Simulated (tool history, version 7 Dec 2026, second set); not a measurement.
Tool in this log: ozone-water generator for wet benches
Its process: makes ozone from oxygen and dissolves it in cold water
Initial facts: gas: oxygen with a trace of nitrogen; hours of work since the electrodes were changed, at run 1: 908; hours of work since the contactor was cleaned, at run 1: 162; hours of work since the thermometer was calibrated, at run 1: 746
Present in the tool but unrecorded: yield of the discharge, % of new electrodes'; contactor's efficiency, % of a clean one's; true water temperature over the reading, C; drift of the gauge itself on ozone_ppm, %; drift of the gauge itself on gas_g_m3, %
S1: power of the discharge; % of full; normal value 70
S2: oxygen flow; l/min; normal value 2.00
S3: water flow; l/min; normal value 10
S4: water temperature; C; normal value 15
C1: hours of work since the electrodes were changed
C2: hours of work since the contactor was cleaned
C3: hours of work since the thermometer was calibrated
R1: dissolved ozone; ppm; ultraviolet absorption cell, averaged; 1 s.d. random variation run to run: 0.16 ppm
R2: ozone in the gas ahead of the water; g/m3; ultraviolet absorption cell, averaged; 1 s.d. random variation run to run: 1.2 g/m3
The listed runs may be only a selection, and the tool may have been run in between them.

run 1 hour=0.0 | S1=70 S2=2.00 S3=10 S4=15 | C1=908 C2=162 C3=746 | R1=20.2 R2=205.9
run 2 hour=49.7 | S1=70 S2=2.00 S3=10 S4=15 | C1=942 C2=196 C3=779 | R1=20.5 R2=205.3
run 3 hour=120.5 | S1=70 S2=2.00 S3=10 S4=13 | C1=989 C2=243 C3=827 | R1=21.1 R2=205.4
run 4 hour=216.5 | S1=41 S2=2.00 S3=10 S4=15 | C1=1053 C2=307 C3=891 | R1=15.4 R2=153.1
run 5 hour=273.3 | S1=41 S2=2.00 S3=10 S4=15 | C1=1091 C2=345 C3=929 | R1=15.2 R2=154.1
run 6 hour=365.6 | S1=41 S2=2.00 S3=10 S4=15 | C1=1153 C2=407 C3=991 | R1=15.2 R2=153.8
run 7 hour=437.4 | S1=41 S2=2.00 S3=10 S4=15 | C1=1201 C2=455 C3=1039 | R1=15.1 R2=150.1
run 8 hour=517.2 | S1=41 S2=2.00 S3=10 S4=15 | C1=1254 C2=508 C3=1092 | R1=15.1 R2=152.0
run 9 hour=616.3 | S1=41 S2=2.00 S3=10 S4=15 | C1=1320 C2=574 C3=1158 | R1=15.0 R2=151.9
run 10 hour=692.3 | S1=41 S2=2.00 S3=10 S4=15 | C1=1371 C2=625 C3=1209 | R1=15.0 R2=150.7
-- hour=698.2 water thermometer calibrated
run 11 hour=771.9 | S1=70 S2=2.00 S3=10 S4=11 | C1=1424 C2=678 C3=49 | R1=20.7 R2=200.1
run 12 hour=868.8 | S1=70 S2=3.24 S3=10 S4=15 | C1=1489 C2=743 C3=114 | R1=20.5 R2=155.2
run 13 hour=915.6 | S1=70 S2=3.24 S3=10 S4=15 | C1=1520 C2=774 C3=145 | R1=20.1 R2=155.0
run 14 hour=996.2 | S1=70 S2=1.03 S3=10 S4=15 | C1=1574 C2=828 C3=199 | R1=17.4 R2=281.1
-- hour=1010.6 water thermometer calibrated, once more
run 15 hour=1045.0 | S1=70 S2=1.03 S3=10 S4=15 | C1=1606 C2=860 C3=23 | R1=17.6 R2=276.9
run 16 hour=1143.5 | S1=49 S2=1.33 S3=10 S4=9 | C1=1672 C2=926 C3=89 | R1=15.8 R2=201.6
run 17 hour=1232.1 | S1=84 S2=2.80 S3=9 S4=15 | C1=1731 C2=985 C3=148 | R1=23.4 R2=181.9
run 18 hour=1308.1 | S1=46 S2=2.35 S3=14 S4=23 | C1=1782 C2=1036 C3=199 | R1=11.0 R2=145.8
run 19 hour=1407.2 | S1=46 S2=2.35 S3=14 S4=23 | C1=1848 C2=1102 C3=265 | R1=11.1 R2=143.4
run 20 hour=1455.3 | S1=46 S2=2.35 S3=14 S4=23 | C1=1880 C2=1135 C3=297 | R1=11.2 R2=143.7
run 21 hour=1503.8 | S1=70 S2=1.88 S3=10 S4=15 | C1=1913 C2=1167 C3=330 | R1=19.1 R2=202.8
run 22 hour=1576.4 | S1=70 S2=1.88 S3=10 S4=15 | C1=1961 C2=1215 C3=378 | R1=19.0 R2=198.6
run 23 hour=1659.9 | S1=70 S2=1.88 S3=10 S4=15 | C1=2017 C2=1271 C3=434 | R1=19.0 R2=200.1
run 24 hour=1729.1 | S1=56 S2=1.71 S3=12 S4=8 | C1=2063 C2=1318 C3=480 | R1=15.4 R2=187.4
run 25 hour=1811.2 | S1=56 S2=1.71 S3=12 S4=8 | C1=2118 C2=1372 C3=535 | R1=15.0 R2=184.9
run 26 hour=1872.8 | S1=70 S2=1.05 S3=9 S4=22 | C1=2160 C2=1414 C3=576 | R1=17.4 R2=268.8
run 27 hour=1963.5 | S1=70 S2=2.00 S3=10 S4=16 | C1=2220 C2=1474 C3=637 | R1=18.7 R2=190.9
run 28 hour=2016.6 | S1=70 S2=2.00 S3=10 S4=7 | C1=2256 C2=1510 C3=672 | R1=20.7 R2=190.1

What differs in the tool's unlogged condition from the final listed run ahead of each entry between runs to the first listed run following it?
Runs 10 to 11: water thermometer calibrated (hour 698.2)
  yield of the discharge, % of new electrodes': 93.2 -> 93; contactor's efficiency, % of a clean one's: 98.1 -> 98; true water temperature over the reading, C: 0.18 -> 0.22
  what was measured, less what the result would be without the hidden state, R1: -0.9 -> -1.8 ppm; R2: -7.6 -> -15.0 g/m3
Runs 14 to 15: water thermometer calibrated, once more (hour 1010.6)
  yield of the discharge, % of new electrodes': 92.3 -> 92.1; contactor's efficiency, % of a clean one's: 97.6 -> 97.5; true water temperature over the reading, C: 0.25 -> -0.02
  what was measured, less what the result would be without the hidden state, R1: -1.6 -> -1.7 ppm; R2: -23.6 -> -23.7 g/m3

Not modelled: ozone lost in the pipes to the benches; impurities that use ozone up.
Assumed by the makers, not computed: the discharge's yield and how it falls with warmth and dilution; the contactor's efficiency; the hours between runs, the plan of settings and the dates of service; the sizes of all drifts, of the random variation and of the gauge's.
